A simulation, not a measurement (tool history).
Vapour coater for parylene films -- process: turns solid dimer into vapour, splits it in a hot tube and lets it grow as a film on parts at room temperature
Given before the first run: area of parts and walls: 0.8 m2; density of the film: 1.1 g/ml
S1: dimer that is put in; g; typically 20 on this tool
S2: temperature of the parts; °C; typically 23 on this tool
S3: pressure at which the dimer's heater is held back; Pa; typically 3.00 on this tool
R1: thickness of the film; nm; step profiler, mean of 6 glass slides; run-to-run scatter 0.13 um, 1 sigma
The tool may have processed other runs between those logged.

run 1 hour=0.0 | S1=20 S2=23 S3=3.00 | R1=14630
run 2 hour=51.2 | S1=20 S2=23 S3=3.00 | R1=14580
run 3 hour=94.2 | S1=20 S2=23 S3=3.00 | R1=14510
-- hour=108.2 trap's valve overhauled
run 4 hour=161.6 | S1=20 S2=23 S3=3.00 | R1=16550
run 5 hour=215.5 | S1=20 S2=23 S3=3.00 | R1=16440
run 6 hour=250.7 | S1=20 S2=23 S3=3.00 | R1=16050
run 7 hour=278.1 | S1=20 S2=23 S3=3.00 | R1=16000
run 8 hour=316.0 | S1=20 S2=23 S3=3.00 | R1=16470
run 9 hour=362.4 | S1=20 S2=23 S3=3.00 | R1=16080
run 10 hour=406.2 | S1=20 S2=23 S3=3.00 | R1=15690
run 11 hour=451.0 | S1=20 S2=23 S3=3.00 | R1=15730
run 12 hour=484.3 | S1=20 S2=23 S3=3.00 | R1=15610
run 13 hour=543.2 | S1=20 S2=23 S3=3.00 | R1=15690
run 14 hour=607.0 | S1=20 S2=23 S3=3.00 | R1=15280
run 15 hour=655.9 | S1=20 S2=23 S3=3.00 | R1=15020
run 16 hour=688.3 | S1=20 S2=23 S3=3.00 | R1=15060
run 17 hour=721.4 | S1=20 S2=23 S3=3.00 | R1=15050
run 18 hour=761.7 | S1=20 S2=23 S3=3.00 | R1=15020
run 19 hour=805.9 | S1=20 S2=23 S3=3.00 | R1=14880
-- hour=860.3 trap's valve overhauled
run 20 hour=875.8 | S1=20 S2=23 S3=6.17 | R1=15400
run 21 hour=905.2 | S1=20 S2=23 S3=6.17 | R1=15070
run 22 hour=938.5 | S1=20 S2=23 S3=6.17 | R1=15180
run 23 hour=990.0 | S1=20 S2=23 S3=6.17 | R1=15240
run 24 hour=1022.8 | S1=20 S2=35 S3=2.12 | R1=12360
run 25 hour=1053.7 | S1=20 S2=35 S3=2.12 | R1=12340
run 26 hour=1104.0 | S1=11 S2=23 S3=3.16 | R1=8710
run 27 hour=1164.0 | S1=10 S2=23 S3=6.92 | R1=7240
run 28 hour=1203.5 | S1=10 S2=23 S3=4.66 | R1=7500
run 29 hour=1262.1 | S1=34 S2=17 S3=6.11 | R1=28560
run 30 hour=1328.7 | S1=34 S2=17 S3=6.11 | R1=28340
run 31 hour=1380.9 | S1=34 S2=17 S3=6.11 | R1=28570
run 32 hour=1409.4 | S1=8 S2=23 S3=3.00 | R1=6220
run 33 hour=1454.8 | S1=17 S2=22 S3=7.48 | R1=11910
run 34 hour=1492.0 | S1=9 S2=23 S3=3.00 | R1=6720
run 35 hour=1533.8 | S1=11 S2=23 S3=8.41 | R1=7320
run 36 hour=1581.7 | S1=11 S2=23 S3=8.41 | R1=7210
-- hour=1613.0 trap's valve overhauled
run 37 hour=1623.8 | S1=20 S2=23 S3=3.00 | R1=16340
run 38 hour=1670.1 | S1=20 S2=23 S3=2.01 | R1=17190
run 39 hour=1732.1 | S1=13 S2=22 S3=4.02 | R1=10600
run 40 hour=1778.6 | S1=22 S2=22 S3=4.02 | R1=17780
run 41 hour=1837.6 | S1=16 S2=16 S3=4.02 | R1=15060
run 42 hour=1886.3 | S1=11 S2=17 S3=3.00 | R1=10330
run 43 hour=1934.8 | S1=12 S2=17 S3=8.60 | R1=10000
run 44 hour=1964.0 | S1=22 S2=32 S3=4.48 | R1=13360
run 45 hour=2019.9 | S1=12 S2=23 S3=2.73 | R1=9610
run 46 hour=2061.1 | S1=9 S2=23 S3=5.08 | R1=6670

Hidden state or all else? Some run-to-run changes of R1, split into what the settings, what came in and random variation would give without the hidden state, and what is left for the hidden state (with any gauge scatter that isn't in both results):
The tool's hidden condition here consists of: vapour lost through the trap's worn valve, %; true temperature of the parts over the reading, C; drift of the gauge itself on film_um, %.
Run 3 -> 4: trap's valve overhauled. R1 +2040 nm: hidden state +1860, all else +180.
Run 19 -> 20: S3 3.00 -> 6.17, trap's valve overhauled. R1 +520 nm: hidden state +1610, all else -1090.
Run 28 -> 29: S1 10 -> 34, S2 23 -> 17, S3 4.66 -> 6.11. R1 +21060 nm: hidden state -1050, all else +22110.
Run 31 -> 32: S1 34 -> 8, S2 17 -> 23, S3 6.11 -> 3.00. R1 -22350 nm: hidden state +1480, all else -23830.
Run 36 -> 37: S1 11 -> 20, S3 8.41 -> 3.00, trap's valve overhauled. R1 +9130 nm: hidden state +1030, all else +8100.
